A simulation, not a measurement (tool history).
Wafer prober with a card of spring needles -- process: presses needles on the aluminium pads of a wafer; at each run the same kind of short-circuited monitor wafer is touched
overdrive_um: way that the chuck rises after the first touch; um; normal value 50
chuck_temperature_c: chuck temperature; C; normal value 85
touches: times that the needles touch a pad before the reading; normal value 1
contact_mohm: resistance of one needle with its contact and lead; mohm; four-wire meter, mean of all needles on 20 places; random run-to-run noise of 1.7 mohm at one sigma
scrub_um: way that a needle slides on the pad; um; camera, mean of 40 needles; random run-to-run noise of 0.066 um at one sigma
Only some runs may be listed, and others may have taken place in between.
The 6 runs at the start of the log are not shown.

| run | day | overdrive_um | chuck_temperature_c | touches | contact_mohm | scrub_um |
|---|---|---|---|---|---|---|
|  | 3.954 | tips cleaned on abrasive film |
| 7 | 4.217 | 50 | 85 | 1 | 203 | 13.16 |
|  | 4.412 | tips cleaned on abrasive film |
|  | 4.896 | tips cleaned on abrasive film |
| 8 | 4.962 | 50 | 85 | 1 | 187 | 13.27 |
|  | 5.371 | tips cleaned on abrasive film |
| 9 | 5.525 | 50 | 85 | 1 | 199 | 13.20 |
|  | 5.842 | tips cleaned on abrasive film |
| 10 | 5.896 | 42 | 85 | 1 | 195 | 10.87 |
|  | 6.279 | tips cleaned on abrasive film |
| 11 | 6.529 | 37 | 85 | 1 | 239 | 9.53 |
|  | 6.733 | tips cleaned on abrasive film |
|  | 7.179 | tips cleaned on abrasive film |
| 12 | 7.242 | 37 | 85 | 2 | 196 | 9.51 |
|  | 7.600 | tips cleaned on abrasive film |
| 13 | 7.600 | 37 | 85 | 2 | 187 | 9.42 |
|  | 8.058 | tips cleaned on abrasive film |
| 14 | 8.179 | 37 | 85 | 2 | 201 | 9.41 |
|  | 8.229 | height of the first contact set anew |
|  | 8.517 | tips cleaned on abrasive film |
| 15 | 8.696 | 37 | 85 | 2 | 216 | 9.19 |
|  | 8.958 | tips cleaned on abrasive film |
| 16 | 9.342 | 50 | 26 | 1 | 203 | 12.87 |
|  | 9.408 | tips cleaned on abrasive film |
| 17 | 9.775 | 61 | 85 | 1 | 194 | 15.74 |
|  | 9.858 | tips cleaned on abrasive film |
|  | 10.338 | tips cleaned on abrasive film |
| 18 | 10.546 | 56 | 100 | 1 | 199 | 14.32 |
|  | 10.779 | tips cleaned on abrasive film |
| 19 | 11.142 | 33 | 85 | 1 | 300 | 7.88 |

Run 20 is up next; what results do you expect?
|  | 11.212 | tips cleaned on abrasive film |
| 20 | 11.479 | 33 | 55 | 1 | ? | ? |

contact_mohm: 278 mohm
scrub_um: 7.90 um
If the tool had no hidden condition, the same run with the same run-to-run variation would have returned contact_mohm 173 mohm, scrub_um 9.20 um.
